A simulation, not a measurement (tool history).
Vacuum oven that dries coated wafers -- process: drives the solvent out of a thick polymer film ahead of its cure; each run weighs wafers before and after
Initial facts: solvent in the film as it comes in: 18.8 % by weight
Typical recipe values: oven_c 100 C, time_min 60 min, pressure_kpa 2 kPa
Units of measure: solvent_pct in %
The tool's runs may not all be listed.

run 1 hour=0 | oven_c=100 time_min=60 pressure_kpa=2 | solvent_pct=2.5
run 2 hour=20.7 | oven_c=100 time_min=60 pressure_kpa=2 | solvent_pct=2.48
run 3 hour=40.8 | oven_c=100 time_min=60 pressure_kpa=2 | solvent_pct=2.45
run 4 hour=71 | oven_c=111 time_min=60 pressure_kpa=2 | solvent_pct=0.61
run 5 hour=99.5 | oven_c=111 time_min=60 pressure_kpa=2 | solvent_pct=0.6
run 6 hour=137.4 | oven_c=111 time_min=60 pressure_kpa=2 | solvent_pct=0.57
run 7 hour=171.7 | oven_c=111 time_min=60 pressure_kpa=2 | solvent_pct=0.64
run 8 hour=195.5 | oven_c=111 time_min=60 pressure_kpa=2 | solvent_pct=0.65
run 9 hour=230.2 | oven_c=111 time_min=60 pressure_kpa=2.17 | solvent_pct=0.65
run 10 hour=251.7 | oven_c=111 time_min=60 pressure_kpa=2.17 | solvent_pct=0.63
run 11 hour=271 | oven_c=100 time_min=60 pressure_kpa=2.05 | solvent_pct=2.43
run 12 hour=309.5 | oven_c=100 time_min=60 pressure_kpa=2.05 | solvent_pct=2.48
run 13 hour=327.6 | oven_c=100 time_min=60 pressure_kpa=2.05 | solvent_pct=2.43
run 14 hour=362.1 | oven_c=100 time_min=60 pressure_kpa=6.44 | solvent_pct=3.35
run 15 hour=379.6 | oven_c=100 time_min=60 pressure_kpa=6.44 | solvent_pct=3.38
run 16 hour=409.5 | oven_c=100 time_min=60 pressure_kpa=6.44 | solvent_pct=3.31
run 17 hour=433 | oven_c=85 time_min=60 pressure_kpa=2 | solvent_pct=7.96
run 18 hour=473.6 | oven_c=85 time_min=60 pressure_kpa=2 | solvent_pct=7.83
run 19 hour=503.9 | oven_c=85 time_min=60 pressure_kpa=2 | solvent_pct=7.82
run 20 hour=527.4 | oven_c=85 time_min=60 pressure_kpa=2 | solvent_pct=7.8
run 21 hour=562 | oven_c=86 time_min=60 pressure_kpa=2 | solvent_pct=7.35
run 22 hour=593.7 | oven_c=86 time_min=60 pressure_kpa=2 | solvent_pct=7.33
run 23 hour=632.6 | oven_c=100 time_min=60 pressure_kpa=2 | solvent_pct=2.43
run 24 hour=666.3 | oven_c=100 time_min=60 pressure_kpa=2 | solvent_pct=2.52
run 25 hour=682.9 | oven_c=112 time_min=60 pressure_kpa=4.2 | solvent_pct=0.85
run 26 hour=712.8 | oven_c=112 time_min=60 pressure_kpa=4.2 | solvent_pct=0.88
run 27 hour=750.9 | oven_c=87 time_min=60 pressure_kpa=5.36 | solvent_pct=7.73
run 28 hour=784.4 | oven_c=87 time_min=91 pressure_kpa=1.54 | solvent_pct=4.65
run 29 hour=808 | oven_c=87 time_min=33 pressure_kpa=1.13 | solvent_pct=9.73
run 30 hour=832.4 | oven_c=110 time_min=60 pressure_kpa=2 | solvent_pct=0.65
run 31 hour=860.1 | oven_c=110 time_min=60 pressure_kpa=2 | solvent_pct=0.62
run 32 hour=884.8 | oven_c=113 time_min=32 pressure_kpa=3.93 | solvent_pct=1.77
run 33 hour=912.8 | oven_c=100 time_min=39 pressure_kpa=1.02 | solvent_pct=4.24
run 34 hour=944.7 | oven_c=112 time_min=60 pressure_kpa=4.54 | solvent_pct=0.9
run 35 hour=980.4 | oven_c=92 time_min=76 pressure_kpa=4.54 | solvent_pct=4.31
run 36 hour=1002.6 | oven_c=88 time_min=76 pressure_kpa=7.68 | solvent_pct=6.61
run 37 hour=1043.2 | oven_c=88 time_min=76 pressure_kpa=7.68 | solvent_pct=6.71
run 38 hour=1060.9 | oven_c=101 time_min=40 pressure_kpa=2 | solvent_pct=3.75
run 39 hour=1087.8 | oven_c=101 time_min=40 pressure_kpa=2 | solvent_pct=3.75
run 40 hour=1107.5 | oven_c=101 time_min=40 pressure_kpa=2 | solvent_pct=3.77
run 41 hour=1144.5 | oven_c=100 time_min=62 pressure_kpa=3.95 | solvent_pct=2.55
run 42 hour=1168.8 | oven_c=100 time_min=62 pressure_kpa=3.95 | solvent_pct=2.5
run 43 hour=1209.4 | oven_c=89 time_min=44 pressure_kpa=2 | solvent_pct=7.71
run 44 hour=1249.2 | oven_c=108 time_min=66 pressure_kpa=2 | solvent_pct=0.66
run 45 hour=1286.9 | oven_c=108 time_min=66 pressure_kpa=2 | solvent_pct=0.67
run 46 hour=1308.4 | oven_c=97 time_min=93 pressure_kpa=2 | solvent_pct=1.44

Not shown: 2 entries that the log had between the listed runs. Between which runs, and how does the tool's hidden state differ before and after?
In the gap between runs 28 and 29: vacuum gauge cleaned of residue and calibrated (hour 788.9)
  true wafer temperature over the reading, C: 0.36 -> 0.37; true pressure over the reading, kPa: 0.38 -> 0.425
  the result without the hidden state subtracted from the measured one, solvent_pct: -0.04 -> -0.05 %
In the gap between runs 34 and 35: vacuum gauge cleaned of residue and calibrated, once more (hour 960.1)
  true wafer temperature over the reading, C: 0.47 -> 0.49; true pressure over the reading, kPa: 0.452 -> -0.003
  the result without the hidden state subtracted from the measured one, solvent_pct: +0.03 -> -0.18 %
